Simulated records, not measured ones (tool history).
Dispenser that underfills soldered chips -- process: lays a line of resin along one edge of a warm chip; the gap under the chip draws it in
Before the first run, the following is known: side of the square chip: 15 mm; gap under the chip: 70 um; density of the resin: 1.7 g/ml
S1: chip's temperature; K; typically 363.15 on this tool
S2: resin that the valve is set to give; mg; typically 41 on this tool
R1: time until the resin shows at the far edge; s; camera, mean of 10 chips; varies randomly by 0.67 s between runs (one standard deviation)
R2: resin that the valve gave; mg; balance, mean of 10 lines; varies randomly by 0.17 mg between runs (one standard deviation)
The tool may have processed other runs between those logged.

run 1 hour=0 | S1=363.15 S2=41 | R1=78.1 R2=39.55
-- hour=5.4 new syringe of resin
run 2 hour=6.3 | S1=363.15 S2=41 | R1=62 R2=39.31
run 3 hour=13.7 | S1=363.15 S2=46.1 | R1=85.2 R2=44.36
-- hour=16.9 new syringe of resin
run 4 hour=23.4 | S1=363.15 S2=46.1 | R1=75.9 R2=43.72
-- hour=28.8 new syringe of resin
run 5 hour=31.7 | S1=363.15 S2=46.1 | R1=66.9 R2=43.73
run 6 hour=36.9 | S1=363.15 S2=41 | R1=85.1 R2=38.98
-- hour=40 new syringe of resin
run 7 hour=44.8 | S1=363.15 S2=41 | R1=74.8 R2=39.09
-- hour=51.4 new syringe of resin
run 8 hour=51.4 | S1=363.15 S2=41 | R1=59 R2=38.65
run 9 hour=58.6 | S1=363.15 S2=41 | R1=81.7 R2=38.3
-- hour=63.1 new syringe of resin
run 10 hour=63.2 | S1=363.15 S2=41 | R1=59.6 R2=38.64
run 11 hour=72.1 | S1=363.15 S2=41 | R1=87.7 R2=38.27
-- hour=74.5 new syringe of resin
run 12 hour=80.1 | S1=363.15 S2=39.9 | R1=76.2 R2=36.97
-- hour=86.1 new syringe of resin
run 13 hour=87.6 | S1=363.15 S2=39.9 | R1=64.1 R2=37.14
-- hour=91.5 dispensing valve cleaned and set on the balance
run 14 hour=97.8 | S1=363.15 S2=41 | R1=94.3 R2=40.72
-- hour=98.8 new syringe of resin
run 15 hour=104.5 | S1=363.15 S2=41 | R1=74.7 R2=40.98
-- hour=110.5 new syringe of resin
run 16 hour=112.3 | S1=363.15 S2=44.4 | R1=62 R2=44.09
run 17 hour=121.3 | S1=363.15 S2=44.4 | R1=88.9 R2=44.13
-- hour=122.2 new syringe of resin
run 18 hour=126.2 | S1=377.15 S2=41 | R1=45.5 R2=40.48
run 19 hour=133.1 | S1=374.15 S2=47.4 | R1=66.4 R2=46.39
-- hour=134 new syringe of resin
run 20 hour=143 | S1=354.15 S2=42.7 | R1=116.2 R2=41.91
-- hour=145.5 new syringe of resin
run 21 hour=150 | S1=356.15 S2=42.2 | R1=89.5 R2=41.23
-- hour=156.9 new syringe of resin
run 22 hour=159.3 | S1=376.15 S2=49.3 | R1=42.7 R2=48.18
run 23 hour=163.3 | S1=377.15 S2=50.9 | R1=48.6 R2=49.56
run 24 hour=167.7 | S1=377.15 S2=50.9 | R1=58.2 R2=49.35
-- hour=168.8 new syringe of resin
run 25 hour=174.1 | S1=377.15 S2=50.9 | R1=47.4 R2=48.94
-- hour=180.2 new syringe of resin
run 26 hour=181.8 | S1=354.15 S2=50.9 | R1=83.2 R2=48.97
run 27 hour=190.4 | S1=354.15 S2=50.9 | R1=122.7 R2=48.83
-- hour=191.7 new syringe of resin
run 28 hour=198.6 | S1=368.15 S2=40 | R1=67.2 R2=38.34
-- hour=203.4 new syringe of resin
run 29 hour=207.4 | S1=349.15 S2=42.4 | R1=109.9 R2=40.4
run 30 hour=212.9 | S1=362.15 S2=45.2 | R1=89.7 R2=42.9
-- hour=214.9 new syringe of resin
run 31 hour=222.2 | S1=350.15 S2=46.5 | R1=122.3 R2=43.73
-- hour=226.3 new syringe of resin
run 32 hour=228.7 | S1=350.15 S2=46.5 | R1=98.9 R2=44.18
run 33 hour=233.4 | S1=369.15 S2=49.3 | R1=63.9 R2=46.47
-- hour=238.1 new syringe of resin
run 34 hour=238.9 | S1=369.15 S2=49.3 | R1=47.6 R2=46.25
run 35 hour=248.5 | S1=369.15 S2=49.3 | R1=73.9 R2=46.01

Consider 3 possible next runs. They are alternatives, not a sequence: every one starts from the tool as it was left by run 35. What does each give?
-- hour=249.4 new syringe of resin
-- hour=256.9 dispensing valve cleaned and set on the balance
run A hour=259.1 | S1=352.15 S2=42.8 | R1=? R2=?
-- hour=249.4 new syringe of resin
-- hour=256.9 dispensing valve cleaned and set on the balance
run B hour=259.1 | S1=371.15 S2=49.3 | R1=? R2=?
-- hour=249.4 new syringe of resin
-- hour=256.9 dispensing valve cleaned and set on the balance
run C hour=259.1 | S1=365.15 S2=43.7 | R1=? R2=?

run=A R1=123.1 R2=42.45
run=B R1=66.2 R2=48.88
run=C R1=79.7 R2=43.29
What these runs would have given with no unlogged condition in the tool:
run=A R1=86 R2=42.63
run=B R1=46.1 R2=49.09
run=C R1=55.6 R2=43.47

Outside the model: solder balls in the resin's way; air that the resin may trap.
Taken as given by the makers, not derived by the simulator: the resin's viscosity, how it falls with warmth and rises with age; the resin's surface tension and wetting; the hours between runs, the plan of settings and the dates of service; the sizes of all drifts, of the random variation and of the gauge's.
